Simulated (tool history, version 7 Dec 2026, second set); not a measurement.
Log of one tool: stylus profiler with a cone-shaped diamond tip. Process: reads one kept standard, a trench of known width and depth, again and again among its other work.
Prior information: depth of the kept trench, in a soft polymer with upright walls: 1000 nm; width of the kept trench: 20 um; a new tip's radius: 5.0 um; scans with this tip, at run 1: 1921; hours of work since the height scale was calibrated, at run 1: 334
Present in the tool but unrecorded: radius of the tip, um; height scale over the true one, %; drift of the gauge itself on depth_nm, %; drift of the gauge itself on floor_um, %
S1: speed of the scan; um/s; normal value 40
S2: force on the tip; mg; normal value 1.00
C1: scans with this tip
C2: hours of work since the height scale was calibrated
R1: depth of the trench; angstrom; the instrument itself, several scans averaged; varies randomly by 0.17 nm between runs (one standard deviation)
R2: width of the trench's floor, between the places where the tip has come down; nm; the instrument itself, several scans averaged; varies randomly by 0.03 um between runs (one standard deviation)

run	hour	S1	S2	C1	C2	R1	R2
1	0.0	40	1.00	1921	334	10031.2	13060
2	52.1	40	2.88	2087	363	10073.1	13130
3	85.1	40	0.56	2193	381	10019.5	12900
4	133.0	70	1.00	2346	408	10028.5	12750
5	172.3	40	0.45	2472	430	10011.4	12750
6	216.3	23	1.00	2612	454	10027.3	13010
7	276.7	69	1.00	2805	488	10029.4	12590
8	324.5	69	1.00	2958	514	10027.6	12550
9	385.7	40	1.00	3154	548	10030.2	12700
10	450.8	40	1.00	3362	585	10024.7	12650
11	511.7	40	1.00	3556	618	10022.4	12610
12	578.5	40	1.00	3770	655	10022.3	12530
13	628.8	92	1.00	3930	683	10021.9	12080
14	676.4	14	1.00	4082	710	10022.8	12720
15	720.4	14	1.00	4223	734	10019.7	12660
16	769.7	19	1.00	4381	762	10019.6	12560
17	827.1	19	1.00	4564	794	10021.4	12470
18	894.0	19	1.00	4778	831	10020.2	12460
19	958.5	40	1.00	4984	867	10017.7	12240
20	1008.5	40	1.00	5144	894	10017.1	12150
21	1037.0	40	1.00	5235	910	10018.4	12150
22	1085.5	40	0.53	5390	937	10004.3	12000
23	1123.6	40	0.78	5512	958	10010.0	12110
24	1165.7	13	0.77	5646	982	10013.7	12320
25	1234.6	13	0.77	5866	1020	10006.5	12150
26	1267.6	13	0.77	5972	1038	10007.6	12220
27	1324.6	13	0.77	6154	1070	10006.1	12090
28	1385.9	36	2.95	6350	1104	10059.5	12030
29	1417.2	40	0.90	6450	1122	10011.6	11840
30	1455.6	48	0.42	6573	1143	9996.0	11580
31	1492.8	21	0.43	6691	1164	9993.0	11900
32	1536.6	18	0.67	6832	1188	10001.6	11910
33	1571.4	119	1.46	6943	1207	10024.0	11290
34	1637.4	47	1.00	7154	1244	10008.8	11680
35	1701.0	47	1.00	7357	1279	10009.4	11580
36	1757.8	54	1.00	7538	1311	10012.9	11490
37	1806.4	139	0.66	7694	1338	10002.8	10580
38	1835.6	139	0.66	7787	1354	9997.2	10540

Forecast each of these 5 alternatives for the next run:
A	1904.0	11	0.38	8005	1392	?	?
B	1904.0	62	1.72	8005	1392	?	?
C	1904.0	22	1.00	8005	1392	?	?
D	1904.0	11	0.44	8005	1392	?	?
E	1904.0	139	1.19	8005	1392	?	?

run	R1	R2
A	9986.1	11700
B	10023.9	11460
C	10007.1	11690
D	9992.4	11670
E	10012.2	10790
Stripped of hidden state, with their random variation kept, the same runs would have yielded:
run	R1	R2
A	10021.7	13880
B	10059.6	13640
C	10042.7	13870
D	10027.9	13850
E	10047.8	12970

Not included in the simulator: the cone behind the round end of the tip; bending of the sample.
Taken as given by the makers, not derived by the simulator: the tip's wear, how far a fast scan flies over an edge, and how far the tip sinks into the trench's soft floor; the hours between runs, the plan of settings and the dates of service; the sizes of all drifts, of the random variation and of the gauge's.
